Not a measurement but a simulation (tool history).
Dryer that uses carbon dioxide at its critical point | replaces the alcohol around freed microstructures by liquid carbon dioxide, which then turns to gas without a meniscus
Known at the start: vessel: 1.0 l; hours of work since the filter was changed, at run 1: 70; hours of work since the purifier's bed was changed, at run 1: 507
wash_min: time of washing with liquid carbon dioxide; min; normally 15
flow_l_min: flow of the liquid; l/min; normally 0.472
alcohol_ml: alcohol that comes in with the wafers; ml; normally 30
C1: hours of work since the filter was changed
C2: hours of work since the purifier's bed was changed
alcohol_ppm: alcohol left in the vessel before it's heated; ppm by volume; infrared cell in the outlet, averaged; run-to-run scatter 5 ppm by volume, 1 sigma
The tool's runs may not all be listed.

run 1 day=0 | wash_min=15 flow_l_min=0.472 alcohol_ml=30 | C1=70 C2=507 | alcohol_ppm=115
run 2 day=1.396 | wash_min=15 flow_l_min=0.472 alcohol_ml=30 | C1=91 C2=528 | alcohol_ppm=117
run 3 day=2.812 | wash_min=15 flow_l_min=0.472 alcohol_ml=30 | C1=112 C2=549 | alcohol_ppm=116
run 4 day=4.15 | wash_min=15 flow_l_min=0.472 alcohol_ml=30 | C1=131 C2=569 | alcohol_ppm=117
run 5 day=5.596 | wash_min=15 flow_l_min=0.472 alcohol_ml=30 | C1=153 C2=590 | alcohol_ppm=134
run 6 day=6.933 | wash_min=15 flow_l_min=0.472 alcohol_ml=30 | C1=172 C2=610 | alcohol_ppm=141
run 7 day=8.258 | wash_min=15 flow_l_min=0.472 alcohol_ml=30 | C1=192 C2=629 | alcohol_ppm=127
run 8 day=9.621 | wash_min=15 flow_l_min=0.472 alcohol_ml=30 | C1=212 C2=649 | alcohol_ppm=145
run 9 day=10.633 | wash_min=15 flow_l_min=0.472 alcohol_ml=30 | C1=227 C2=664 | alcohol_ppm=141
run 10 day=11.275 | wash_min=15 flow_l_min=0.44 alcohol_ml=30 | C1=236 C2=674 | alcohol_ppm=184
run 11 day=12.433 | wash_min=15 flow_l_min=0.44 alcohol_ml=30 | C1=253 C2=691 | alcohol_ppm=179
run 12 day=13.446 | wash_min=15 flow_l_min=0.44 alcohol_ml=30 | C1=268 C2=706 | alcohol_ppm=179
run 13 day=14.912 | wash_min=15 flow_l_min=0.44 alcohol_ml=30 | C1=290 C2=727 | alcohol_ppm=198
run 14 day=15.842 | wash_min=15 flow_l_min=0.44 alcohol_ml=114 | C1=304 C2=741 | alcohol_ppm=416
run 15 day=16.812 | wash_min=15 flow_l_min=0.348 alcohol_ml=114 | C1=318 C2=755 | alcohol_ppm=1288
run 16 day=17.696 | wash_min=15 flow_l_min=0.348 alcohol_ml=114 | C1=331 C2=768 | alcohol_ppm=1289
run 17 day=18.808 | wash_min=15 flow_l_min=0.348 alcohol_ml=114 | C1=347 C2=785 | alcohol_ppm=1295
run 18 day=19.788 | wash_min=15 flow_l_min=0.472 alcohol_ml=30 | C1=362 C2=799 | alcohol_ppm=168
run 19 day=20.667 | wash_min=15 flow_l_min=0.39 alcohol_ml=30 | C1=375 C2=812 | alcohol_ppm=299
run 20 day=21.562 | wash_min=16 flow_l_min=0.472 alcohol_ml=30 | C1=388 C2=825 | alcohol_ppm=168
run 21 day=22.4 | wash_min=16 flow_l_min=0.7 alcohol_ml=30 | C1=401 C2=838 | alcohol_ppm=127
run 22 day=23.354 | wash_min=22 flow_l_min=0.472 alcohol_ml=30 | C1=415 C2=852 | alcohol_ppm=121
run 23 day=24.375 | wash_min=22 flow_l_min=0.319 alcohol_ml=63 | C1=430 C2=867 | alcohol_ppm=285
run 24 day=25.142 | wash_min=15 flow_l_min=0.344 alcohol_ml=30 | C1=441 C2=878 | alcohol_ppm=498
run 25 day=26.388 | wash_min=15 flow_l_min=0.344 alcohol_ml=30 | C1=459 C2=897 | alcohol_ppm=522
run 26 day=27.604 | wash_min=15 flow_l_min=0.472 alcohol_ml=95 | C1=477 C2=915 | alcohol_ppm=339
run 27 day=28.471 | wash_min=15 flow_l_min=0.472 alcohol_ml=95 | C1=490 C2=927 | alcohol_ppm=356
run 28 day=29.304 | wash_min=15 flow_l_min=0.706 alcohol_ml=24 | C1=502 C2=940 | alcohol_ppm=132
run 29 day=30.517 | wash_min=15 flow_l_min=0.477 alcohol_ml=74 | C1=520 C2=957 | alcohol_ppm=308
run 30 day=31.367 | wash_min=13 flow_l_min=0.425 alcohol_ml=30 | C1=533 C2=970 | alcohol_ppm=421
run 31 day=31.992 | wash_min=13 flow_l_min=0.425 alcohol_ml=114 | C1=542 C2=979 | alcohol_ppm=1228
run 32 day=33.462 | wash_min=22 flow_l_min=0.497 alcohol_ml=48 | C1=564 C2=1001 | alcohol_ppm=144
-- day=33.862 inlet filter changed
run 33 day=34.338 | wash_min=12 flow_l_min=0.497 alcohol_ml=27 | C1=7 C2=1013 | alcohol_ppm=244
run 34 day=35.233 | wash_min=12 flow_l_min=0.497 alcohol_ml=27 | C1=20 C2=1026 | alcohol_ppm=243
run 35 day=36.508 | wash_min=15 flow_l_min=0.472 alcohol_ml=30 | C1=39 C2=1045 | alcohol_ppm=204
run 36 day=37.117 | wash_min=12 flow_l_min=0.323 alcohol_ml=28 | C1=48 C2=1054 | alcohol_ppm=936
run 37 day=38.112 | wash_min=16 flow_l_min=0.523 alcohol_ml=82 | C1=63 C2=1069 | alcohol_ppm=177
run 38 day=39.421 | wash_min=12 flow_l_min=0.309 alcohol_ml=21 | C1=82 C2=1088 | alcohol_ppm=850
run 39 day=40.4 | wash_min=12 flow_l_min=0.309 alcohol_ml=21 | C1=96 C2=1103 | alcohol_ppm=873
run 40 day=41.371 | wash_min=17 flow_l_min=0.41 alcohol_ml=34 | C1=111 C2=1117 | alcohol_ppm=211

Measured less the same run without the tool's hidden state. The same run-to-run variation is in both; the gauge's scatter may not be:
Hidden conditions of the tool in this case: flow that reaches the vessel past the clogged filter, %; alcohol in the recycled carbon dioxide, ppm; drift of the gauge itself on alcohol_ppm, %.
run=1 alcohol_ppm=+72
run=2 alcohol_ppm=+77
run=3 alcohol_ppm=+82
run=4 alcohol_ppm=+84
run=5 alcohol_ppm=+91
run=6 alcohol_ppm=+91
run=7 alcohol_ppm=+96
run=8 alcohol_ppm=+101
run=9 alcohol_ppm=+104
run=10 alcohol_ppm=+113
run=11 alcohol_ppm=+118
run=12 alcohol_ppm=+123
run=13 alcohol_ppm=+127
run=14 alcohol_ppm=+209
run=15 alcohol_ppm=+446
run=16 alcohol_ppm=+454
run=17 alcohol_ppm=+469
run=18 alcohol_ppm=+132
run=19 alcohol_ppm=+179
run=20 alcohol_ppm=+134
run=21 alcohol_ppm=+117
run=22 alcohol_ppm=+119
run=23 alcohol_ppm=+197
run=24 alcohol_ppm=+260
run=25 alcohol_ppm=+278
run=26 alcohol_ppm=+234
run=27 alcohol_ppm=+243
run=28 alcohol_ppm=+129
run=29 alcohol_ppm=+222
run=30 alcohol_ppm=+265
run=31 alcohol_ppm=+641
run=32 alcohol_ppm=+140
run=33 alcohol_ppm=+147
run=34 alcohol_ppm=+145
run=35 alcohol_ppm=+153
run=36 alcohol_ppm=+182
run=37 alcohol_ppm=+154
run=38 alcohol_ppm=+195
run=39 alcohol_ppm=+207
run=40 alcohol_ppm=+159
